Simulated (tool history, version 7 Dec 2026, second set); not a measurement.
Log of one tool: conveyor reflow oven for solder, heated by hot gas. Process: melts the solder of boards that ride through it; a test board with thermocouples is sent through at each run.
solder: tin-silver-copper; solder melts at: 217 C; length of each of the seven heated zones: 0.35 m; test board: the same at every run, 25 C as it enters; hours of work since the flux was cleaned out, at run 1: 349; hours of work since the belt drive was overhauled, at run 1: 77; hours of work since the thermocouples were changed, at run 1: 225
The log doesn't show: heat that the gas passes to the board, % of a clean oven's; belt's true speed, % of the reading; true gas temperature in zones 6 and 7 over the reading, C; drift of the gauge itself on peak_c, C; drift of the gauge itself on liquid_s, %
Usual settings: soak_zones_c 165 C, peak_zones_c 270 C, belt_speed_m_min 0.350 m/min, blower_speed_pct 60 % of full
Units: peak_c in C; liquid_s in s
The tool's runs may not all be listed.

run,hour,soak_zones_c,peak_zones_c,belt_speed_m_min,blower_speed_pct,hours of work since the flux was cleaned out,hours of work since the belt drive was overhauled,hours of work since the thermocouples were changed,peak_c,liquid_s
1,0.0,165,270,0.350,60,349,77,225,254.0,88.0
2,13.4,165,270,0.350,60,358,86,234,253.9,87.4
3,21.0,165,274,0.350,60,362,91,239,257.7,91.7
4,27.0,165,274,0.350,60,366,95,242,257.2,91.1
5,36.3,165,272,0.350,60,372,101,248,255.6,89.7
6,47.3,165,272,0.350,60,379,108,256,255.9,89.9
# hour 52.6: belt drive overhauled, speed set with a stopwatch
7,62.0,167,283,0.337,60,386,6,262,267.4,105.1
8,72.8,167,283,0.337,60,393,13,269,267.7,105.1
9,83.5,157,283,0.413,60,400,20,276,256.9,72.5
10,93.0,159,279,0.397,77,406,26,282,261.0,81.5
# hour 104.0: belt drive overhauled, speed set with a stopwatch, once more
11,104.2,172,273,0.395,59,411,0,287,252.7,78.1

Forecast each of these 5 alternatives for the next run:
A,111.0,172,276,0.417,88,416,5,292,?,?
B,111.0,177,273,0.395,59,416,5,292,?,?
C,111.0,165,270,0.350,67,416,5,292,?,?
D,111.0,172,273,0.395,60,416,5,292,?,?
E,111.0,165,263,0.322,57,416,5,292,?,?

run,peak_c,liquid_s
A,260.9,81.4
B,254.1,81.4
C,255.8,89.7
D,253.6,78.2
E,249.5,90.2
Without the tool's hidden state the same runs would have given:
run,peak_c,liquid_s
A,262.9,83.4
B,255.6,83.5
C,257.2,92.0
D,255.2,80.5
E,250.5,92.6

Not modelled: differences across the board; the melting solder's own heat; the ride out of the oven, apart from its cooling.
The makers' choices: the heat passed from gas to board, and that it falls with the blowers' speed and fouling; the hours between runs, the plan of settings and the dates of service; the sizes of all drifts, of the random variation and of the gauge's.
